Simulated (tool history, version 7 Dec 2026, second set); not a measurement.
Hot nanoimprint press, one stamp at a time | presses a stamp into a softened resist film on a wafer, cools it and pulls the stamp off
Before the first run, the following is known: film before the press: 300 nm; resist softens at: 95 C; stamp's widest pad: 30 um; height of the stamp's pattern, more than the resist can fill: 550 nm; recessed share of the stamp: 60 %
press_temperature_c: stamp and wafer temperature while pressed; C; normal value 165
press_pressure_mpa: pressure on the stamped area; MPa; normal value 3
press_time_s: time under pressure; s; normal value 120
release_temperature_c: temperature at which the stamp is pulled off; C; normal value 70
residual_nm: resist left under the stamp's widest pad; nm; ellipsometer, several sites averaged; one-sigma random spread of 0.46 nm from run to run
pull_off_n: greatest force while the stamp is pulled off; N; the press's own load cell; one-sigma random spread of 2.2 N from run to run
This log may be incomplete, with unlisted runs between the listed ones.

| run | hour | press_temperature_c | press_pressure_mpa | press_time_s | release_temperature_c | residual_nm | pull_off_n |
|---|---|---|---|---|---|---|---|
| 1 | 0 | 165 | 3 | 120 | 70 | 156.1 | 229 |
| 2 | 6.7 | 165 | 3 | 120 | 70 | 155.2 | 228 |
| 3 | 13.5 | 165 | 3 | 120 | 70 | 156.1 | 229 |
| 4 | 20.1 | 165 | 3 | 120 | 70 | 155.4 | 227 |
| 5 | 26.1 | 165 | 3 | 120 | 70 | 155.4 | 227 |
| 6 | 34.5 | 165 | 3 | 120 | 69 | 154.9 | 234 |
| 7 | 44.5 | 165 | 2.05 | 120 | 69 | 181.6 | 234 |
| 8 | 51.4 | 165 | 2.05 | 120 | 74 | 181.4 | 208 |
| 9 | 57.8 | 165 | 2.05 | 120 | 74 | 182.2 | 209 |
| 10 | 62.4 | 165 | 4.07 | 120 | 70 | 135 | 225 |
| 11 | 70.4 | 166 | 3 | 120 | 70 | 150.1 | 227 |
| 12 | 77.2 | 165 | 3 | 120 | 70 | 155.4 | 230 |
| 13 | 86.1 | 154 | 3 | 120 | 70 | 217.8 | 227 |
| 14 | 95.5 | 154 | 3 | 120 | 70 | 216.8 | 230 |
| 15 | 103.4 | 165 | 4.56 | 120 | 70 | 126.6 | 228 |
| 16 | 108 | 165 | 4.56 | 120 | 70 | 128.6 | 232 |
| 17 | 114 | 165 | 4.56 | 120 | 70 | 127.9 | 228 |
| 18 | 120.4 | 165 | 4.56 | 156 | 70 | 115.7 | 230 |
| 19 | 130.2 | 163 | 3 | 120 | 70 | 166.4 | 226 |
| 20 | 138.9 | 163 | 3 | 120 | 70 | 166.3 | 231 |
| 21 | 148.8 | 163 | 3 | 120 | 70 | 166 | 223 |
| 22 | 155.8 | 173 | 3.52 | 229 | 65 | 83.4 | 257 |
| 23 | 160 | 173 | 3.52 | 229 | 65 | 84.4 | 254 |
| 24 | 165.9 | 165 | 4.06 | 91 | 70 | 149.4 | 233 |
| 25 | 171.9 | 156 | 4.06 | 76 | 70 | 209.5 | 231 |
| 26 | 179.3 | 168 | 4.06 | 76 | 64 | 143.4 | 260 |
|  | 186.9 | stamp cleaned and given a new release coat |
| 27 | 190.2 | 168 | 4.06 | 76 | 64 | 143.1 | 262 |
| 28 | 194.3 | 168 | 3.28 | 76 | 57 | 157.6 | 303 |
| 29 | 204.4 | 165 | 3 | 123 | 58 | 154.7 | 296 |
| 30 | 213.2 | 162 | 2.84 | 152 | 59 | 162.9 | 294 |
| 31 | 218.6 | 162 | 4.48 | 200 | 72 | 119.9 | 217 |

Forecast each of these 3 alternatives for the next run:
| A | 226.6 | 165 | 3 | 120 | 72 | ? | ? |
| B | 226.6 | 165 | 2.76 | 120 | 70 | ? | ? |
| C | 226.6 | 161 | 3 | 103 | 62 | ? | ? |

| run | residual_nm | pull_off_n |
|---|---|---|
| A | 155.8 | 215 |
| B | 160.4 | 229 |
| C | 185.5 | 269 |
The same runs, with their run-to-run variation unchanged, on a tool lacking any hidden condition would have given:
| run | residual_nm | pull_off_n |
|---|---|---|
| A | 155.7 | 215 |
| B | 160.3 | 229 |
| C | 185.4 | 268 |
